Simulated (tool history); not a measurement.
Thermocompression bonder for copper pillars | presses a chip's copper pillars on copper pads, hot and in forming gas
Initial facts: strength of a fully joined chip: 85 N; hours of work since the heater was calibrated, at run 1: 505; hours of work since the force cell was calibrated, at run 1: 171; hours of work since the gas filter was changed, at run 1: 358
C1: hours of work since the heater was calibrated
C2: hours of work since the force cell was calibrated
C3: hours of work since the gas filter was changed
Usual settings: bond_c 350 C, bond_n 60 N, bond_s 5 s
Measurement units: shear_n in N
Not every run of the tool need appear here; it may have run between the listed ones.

{"run": 1, "hour": 0.0, "bond_c": 350, "bond_n": 60, "bond_s": 5, "C1": 505, "C2": 171, "C3": 358, "shear_n": 34.5}
{"run": 2, "hour": 8.0, "bond_c": 350, "bond_n": 60, "bond_s": 5, "C1": 508, "C2": 175, "C3": 361, "shear_n": 33.8}
{"hour": 15.2, "done": "forming gas filter changed"}
{"run": 3, "hour": 17.7, "bond_c": 350, "bond_n": 60, "bond_s": 5, "C1": 512, "C2": 179, "C3": 1, "shear_n": 34.7}
{"run": 4, "hour": 29.3, "bond_c": 350, "bond_n": 60, "bond_s": 5, "C1": 517, "C2": 184, "C3": 6, "shear_n": 35.4}
{"run": 5, "hour": 38.3, "bond_c": 350, "bond_n": 60, "bond_s": 5, "C1": 521, "C2": 188, "C3": 10, "shear_n": 34.7}
{"run": 6, "hour": 46.7, "bond_c": 350, "bond_n": 79, "bond_s": 5, "C1": 525, "C2": 191, "C3": 14, "shear_n": 41.9}
{"run": 7, "hour": 56.4, "bond_c": 350, "bond_n": 60, "bond_s": 5, "C1": 529, "C2": 196, "C3": 18, "shear_n": 35}
{"run": 8, "hour": 71.0, "bond_c": 350, "bond_n": 60, "bond_s": 5, "C1": 536, "C2": 202, "C3": 24, "shear_n": 34.1}
{"run": 9, "hour": 82.5, "bond_c": 350, "bond_n": 69, "bond_s": 5, "C1": 541, "C2": 207, "C3": 29, "shear_n": 37.2}
{"run": 10, "hour": 93.1, "bond_c": 350, "bond_n": 69, "bond_s": 5, "C1": 545, "C2": 212, "C3": 34, "shear_n": 37.5}
{"run": 11, "hour": 101.7, "bond_c": 350, "bond_n": 60, "bond_s": 5, "C1": 549, "C2": 215, "C3": 38, "shear_n": 34.4}
{"run": 12, "hour": 110.9, "bond_c": 330, "bond_n": 60, "bond_s": 5, "C1": 553, "C2": 219, "C3": 42, "shear_n": 27.9}
{"run": 13, "hour": 127.5, "bond_c": 350, "bond_n": 81, "bond_s": 5, "C1": 560, "C2": 227, "C3": 49, "shear_n": 41.7}
{"run": 14, "hour": 140.1, "bond_c": 350, "bond_n": 60, "bond_s": 5, "C1": 566, "C2": 232, "C3": 55, "shear_n": 34.9}
{"run": 15, "hour": 147.4, "bond_c": 350, "bond_n": 60, "bond_s": 5, "C1": 569, "C2": 235, "C3": 58, "shear_n": 34}
{"run": 16, "hour": 158.5, "bond_c": 350, "bond_n": 60, "bond_s": 5, "C1": 574, "C2": 240, "C3": 63, "shear_n": 34.2}
{"run": 17, "hour": 174.9, "bond_c": 350, "bond_n": 60, "bond_s": 5, "C1": 581, "C2": 247, "C3": 70, "shear_n": 35.3}
{"run": 18, "hour": 186.2, "bond_c": 350, "bond_n": 60, "bond_s": 5, "C1": 586, "C2": 252, "C3": 75, "shear_n": 35.2}
{"run": 19, "hour": 202.2, "bond_c": 350, "bond_n": 60, "bond_s": 5, "C1": 593, "C2": 259, "C3": 82, "shear_n": 34.7}
{"run": 20, "hour": 213.4, "bond_c": 351, "bond_n": 60, "bond_s": 5, "C1": 598, "C2": 264, "C3": 87, "shear_n": 34.8}
{"run": 21, "hour": 228.2, "bond_c": 350, "bond_n": 46, "bond_s": 5, "C1": 604, "C2": 271, "C3": 93, "shear_n": 29.7}
{"run": 22, "hour": 242.3, "bond_c": 351, "bond_n": 49, "bond_s": 5, "C1": 611, "C2": 277, "C3": 99, "shear_n": 30.8}
{"run": 23, "hour": 255.3, "bond_c": 351, "bond_n": 49, "bond_s": 5, "C1": 616, "C2": 282, "C3": 105, "shear_n": 30.7}
{"run": 24, "hour": 270.4, "bond_c": 351, "bond_n": 49, "bond_s": 5, "C1": 623, "C2": 289, "C3": 112, "shear_n": 31.1}
{"run": 25, "hour": 281.5, "bond_c": 375, "bond_n": 41, "bond_s": 9, "C1": 628, "C2": 294, "C3": 116, "shear_n": 44}
{"run": 26, "hour": 293.3, "bond_c": 350, "bond_n": 84, "bond_s": 13, "C1": 633, "C2": 299, "C3": 122, "shear_n": 56.8}
{"run": 27, "hour": 310.0, "bond_c": 350, "bond_n": 84, "bond_s": 13, "C1": 640, "C2": 306, "C3": 129, "shear_n": 56.2}
{"run": 28, "hour": 323.1, "bond_c": 350, "bond_n": 84, "bond_s": 13, "C1": 646, "C2": 312, "C3": 135, "shear_n": 57.6}
{"run": 29, "hour": 336.5, "bond_c": 376, "bond_n": 84, "bond_s": 13, "C1": 652, "C2": 318, "C3": 141, "shear_n": 66.8}
{"run": 30, "hour": 350.0, "bond_c": 376, "bond_n": 84, "bond_s": 13, "C1": 658, "C2": 324, "C3": 146, "shear_n": 67.9}

Run 31, settings as shown, results not yet in. Your forecast:
{"run": 31, "hour": 361.3, "bond_c": 363, "bond_n": 74, "bond_s": 3, "C1": 663, "C2": 329, "C3": 151, "shear_n": "?"}

shear_n: 37.5 N
The same run, on a tool lacking any hidden state, would have yielded shear_n 37.6 N.
